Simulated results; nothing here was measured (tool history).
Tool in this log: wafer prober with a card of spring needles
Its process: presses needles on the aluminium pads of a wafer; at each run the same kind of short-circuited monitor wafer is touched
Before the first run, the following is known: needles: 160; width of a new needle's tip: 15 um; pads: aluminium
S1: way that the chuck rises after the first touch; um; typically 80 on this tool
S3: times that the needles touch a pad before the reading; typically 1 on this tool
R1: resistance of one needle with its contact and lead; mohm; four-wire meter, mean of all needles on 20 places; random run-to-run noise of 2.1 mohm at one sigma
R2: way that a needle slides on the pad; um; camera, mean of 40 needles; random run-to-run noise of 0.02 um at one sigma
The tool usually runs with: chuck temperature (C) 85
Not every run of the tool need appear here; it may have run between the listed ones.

Run 1, day 0: usual settings. Result: R1 227 mohm, R2 11.79 um.
At day 0.329: tips cleaned on abrasive film.
At day 1.196: tips cleaned on abrasive film.
Run 2, day 1.246: usual settings. Result: R1 224 mohm, R2 11.78 um.
At day 1.988: tips cleaned on abrasive film.
Run 3, day 2.629: usual settings but chuck temperature (C) 36. Result: R1 215 mohm, R2 11.84 um.
At day 2.771: tips cleaned on abrasive film.
At day 3.729: tips cleaned on abrasive film.
Run 4, day 4.054: usual settings but S3 2. Result: R1 223 mohm, R2 11.8 um.
At day 4.542: tips cleaned on abrasive film.
At day 5.371: tips cleaned on abrasive film.
At day 6.267: tips cleaned on abrasive film.
Run 5, day 6.329: usual settings but S3 2. Result: R1 228 mohm, R2 11.84 um.
At day 7.05: tips cleaned on abrasive film.
At day 7.717: height of the first contact set anew.
Run 6, day 7.8: usual settings. Result: R1 226 mohm, R2 11.84 um.
At day 8: tips cleaned on abrasive film.
At day 8.833: tips cleaned on abrasive film.
At day 9.721: tips cleaned on abrasive film.
At day 10.542: tips cleaned on abrasive film.
Run 7, day 10.65: usual settings. Result: R1 228 mohm, R2 11.85 um.
At day 11.354: tips cleaned on abrasive film.
At day 12.183: tips cleaned on abrasive film.
Run 8, day 12.712: usual settings. Result: R1 227 mohm, R2 11.83 um.
At day 13.104: tips cleaned on abrasive film.
At day 14.079: tips cleaned on abrasive film.
Run 9, day 14.383: usual settings. Result: R1 226 mohm, R2 11.81 um.
At day 14.896: tips cleaned on abrasive film.
At day 15.762: tips cleaned on abrasive film.
Run 10, day 16.321: usual settings but S1 87 um. Result: R1 223 mohm, R2 12.89 um.
At day 16.65: tips cleaned on abrasive film.
At day 17.604: tips cleaned on abrasive film.
Run 11, day 17.825: usual settings but S1 87 um. Result: R1 223 mohm, R2 12.85 um.
At day 18.404: tips cleaned on abrasive film.
At day 19.242: tips cleaned on abrasive film.
At day 19.45: height of the first contact set anew.
Run 12, day 19.704: usual settings but S3 3. Result: R1 226 mohm, R2 11.82 um.
At day 20.092: tips cleaned on abrasive film.
At day 20.904: tips cleaned on abrasive film.
At day 21.783: tips cleaned on abrasive film.
Run 13, day 22.35: usual settings but chuck temperature (C) 109. Result: R1 234 mohm, R2 11.82 um.
At day 22.712: tips cleaned on abrasive film.
At day 23.662: tips cleaned on abrasive film.
Run 14, day 24.429: usual settings but chuck temperature (C) 109. Result: R1 234 mohm, R2 11.85 um.
At day 24.629: tips cleaned on abrasive film.
At day 25.546: tips cleaned on abrasive film.
Run 15, day 26.229: usual settings but chuck temperature (C) 109. Result: R1 231 mohm, R2 11.84 um.
At day 26.4: tips cleaned on abrasive film.
At day 27.362: tips cleaned on abrasive film.
Run 16, day 27.462: usual settings but chuck temperature (C) 88, S3 2. Result: R1 231 mohm, R2 11.85 um.
At day 28.333: tips cleaned on abrasive film.
Run 17, day 29.004: usual settings but S1 67 um, chuck temperature (C) 68. Result: R1 224 mohm, R2 9.93 um.
At day 29.175: tips cleaned on abrasive film.
At day 30.025: tips cleaned on abrasive film.
Run 18, day 30.625: usual settings but S1 67 um, chuck temperature (C) 68. Result: R1 223 mohm, R2 9.93 um.
At day 30.821: tips cleaned on abrasive film.
At day 31.208: height of the first contact set anew.
At day 31.671: tips cleaned on abrasive film.
Run 19, day 32.392: usual settings but S1 95 um. Result: R1 223 mohm, R2 14.08 um.
At day 32.554: tips cleaned on abrasive film.
At day 33.446: tips cleaned on abrasive film.
At day 34.242: tips cleaned on abrasive film.
Run 20, day 34.7: usual settings but S1 95 um. Result: R1 226 mohm, R2 14.14 um.
At day 35.058: tips cleaned on abrasive film.
At day 35.896: tips cleaned on abrasive film.
Run 21, day 36.379: usual settings but S1 95 um. Result: R1 224 mohm, R2 14.08 um.
At day 36.692: tips cleaned on abrasive film.
At day 37.646: tips cleaned on abrasive film.
Run 22, day 38.075: usual settings but S1 98 um, chuck temperature (C) 42. Result: R1 218 mohm, R2 14.59 um.
At day 38.467: tips cleaned on abrasive film.
At day 39.429: tips cleaned on abrasive film.
At day 40.258: tips cleaned on abrasive film.
Run 23, day 40.696: usual settings but chuck temperature (C) 42. Result: R1 216 mohm, R2 11.84 um.
At day 41.054: tips cleaned on abrasive film.
At day 41.9: tips cleaned on abrasive film.
Run 24, day 42.183: usual settings but S1 86 um, chuck temperature (C) 77, S3 2. Result: R1 222 mohm, R2 12.78 um.

Predict each of these 5 candidate next runs independently; none follows another, all start after run 24:
At day 42.767: tips cleaned on abrasive film.
At day 42.975: height of the first contact set anew.
At day 43.754: tips cleaned on abrasive film.
Run A, day 43.967: usual settings but S1 94 um, S3 2. Result: R1 ?, R2 ?.
At day 42.767: tips cleaned on abrasive film.
At day 42.975: height of the first contact set anew.
At day 43.754: tips cleaned on abrasive film.
Run B, day 43.967: usual settings but chuck temperature (C) 59. Result: R1 ?, R2 ?.
At day 42.767: tips cleaned on abrasive film.
At day 42.975: height of the first contact set anew.
At day 43.754: tips cleaned on abrasive film.
Run C, day 43.967: usual settings but S1 61 um, chuck temperature (C) 27. Result: R1 ?, R2 ?.
At day 42.767: tips cleaned on abrasive film.
At day 42.975: height of the first contact set anew.
At day 43.754: tips cleaned on abrasive film.
Run D, day 43.967: usual settings but S1 78 um, chuck temperature (C) 116. Result: R1 ?, R2 ?.
At day 42.767: tips cleaned on abrasive film.
At day 42.975: height of the first contact set anew.
At day 43.754: tips cleaned on abrasive film.
Run E, day 43.967: usual settings but chuck temperature (C) 40. Result: R1 ?, R2 ?.

run   R1     R2
  A  228  13.96
  B  220  11.89
  C  216   9.05
  D  232   11.6
  E  217  11.86
The same runs, with their run-to-run variation unchanged, on a tool lacking any hidden condition would have given:
run   R1     R2
  A  228  13.86
  B  220   11.8
  C  215   8.98
  D  231  11.52
  E  217  11.77
